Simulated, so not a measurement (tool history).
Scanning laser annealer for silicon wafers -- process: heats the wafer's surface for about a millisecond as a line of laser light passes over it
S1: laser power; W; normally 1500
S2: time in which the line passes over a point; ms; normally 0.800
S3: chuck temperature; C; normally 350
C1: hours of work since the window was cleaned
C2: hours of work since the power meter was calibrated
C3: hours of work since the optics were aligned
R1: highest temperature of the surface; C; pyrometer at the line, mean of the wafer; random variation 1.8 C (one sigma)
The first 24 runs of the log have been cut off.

run 25 day=12.954 | S1=1347 S2=0.800 S3=340 | C1=32 C2=420 C3=50 | R1=948
run 26 day=13.283 | S1=1591 S2=0.575 S3=377 | C1=37 C2=425 C3=55 | R1=974
-- day=13.958 window over the wafer cleaned, once more
run 27 day=14.017 | S1=1468 S2=0.590 S3=377 | C1=1 C2=435 C3=64 | R1=954
run 28 day=14.596 | S1=1468 S2=0.590 S3=377 | C1=10 C2=443 C3=73 | R1=955
run 29 day=15.204 | S1=1468 S2=0.655 S3=313 | C1=19 C2=452 C3=82 | R1=926
run 30 day=15.896 | S1=1351 S2=0.621 S3=388 | C1=29 C2=463 C3=93 | R1=934
run 31 day=16.246 | S1=1351 S2=0.621 S3=388 | C1=34 C2=468 C3=98 | R1=936
run 32 day=16.733 | S1=1355 S2=0.875 S3=326 | C1=42 C2=475 C3=105 | R1=985
run 33 day=17.275 | S1=1349 S2=0.677 S3=326 | C1=50 C2=483 C3=113 | R1=896
run 34 day=17.658 | S1=1500 S2=0.721 S3=359 | C1=56 C2=489 C3=119 | R1=1014
run 35 day=18.121 | S1=1500 S2=0.721 S3=359 | C1=63 C2=496 C3=126 | R1=1017
run 36 day=18.700 | S1=1558 S2=0.895 S3=338 | C1=71 C2=505 C3=135 | R1=1104
run 37 day=19.179 | S1=1432 S2=0.776 S3=350 | C1=78 C2=512 C3=142 | R1=1002
run 38 day=19.725 | S1=1532 S2=0.847 S3=350 | C1=87 C2=520 C3=150 | R1=1082
run 39 day=20.154 | S1=1532 S2=0.847 S3=350 | C1=93 C2=527 C3=157 | R1=1079
run 40 day=20.579 | S1=1435 S2=0.700 S3=327 | C1=99 C2=533 C3=163 | R1=941

What if the next run were any one of these 4? Each begins from the tool's condition after run 40:
run A day=21.125 | S1=1500 S2=0.800 S3=351 | C1=108 C2=541 C3=171 | R1=?
run B day=21.125 | S1=1616 S2=0.599 S3=334 | C1=108 C2=541 C3=171 | R1=?
run C day=21.125 | S1=1378 S2=0.836 S3=327 | C1=108 C2=541 C3=171 | R1=?
run D day=21.125 | S1=1537 S2=0.643 S3=345 | C1=108 C2=541 C3=171 | R1=?

run=A R1=1042
run=B R1=970
run=C R1=977
run=D R1=977
With no hidden state in the tool, these same runs would have given:
run=A R1=1051
run=B R1=978
run=C R1=986
run=D R1=985

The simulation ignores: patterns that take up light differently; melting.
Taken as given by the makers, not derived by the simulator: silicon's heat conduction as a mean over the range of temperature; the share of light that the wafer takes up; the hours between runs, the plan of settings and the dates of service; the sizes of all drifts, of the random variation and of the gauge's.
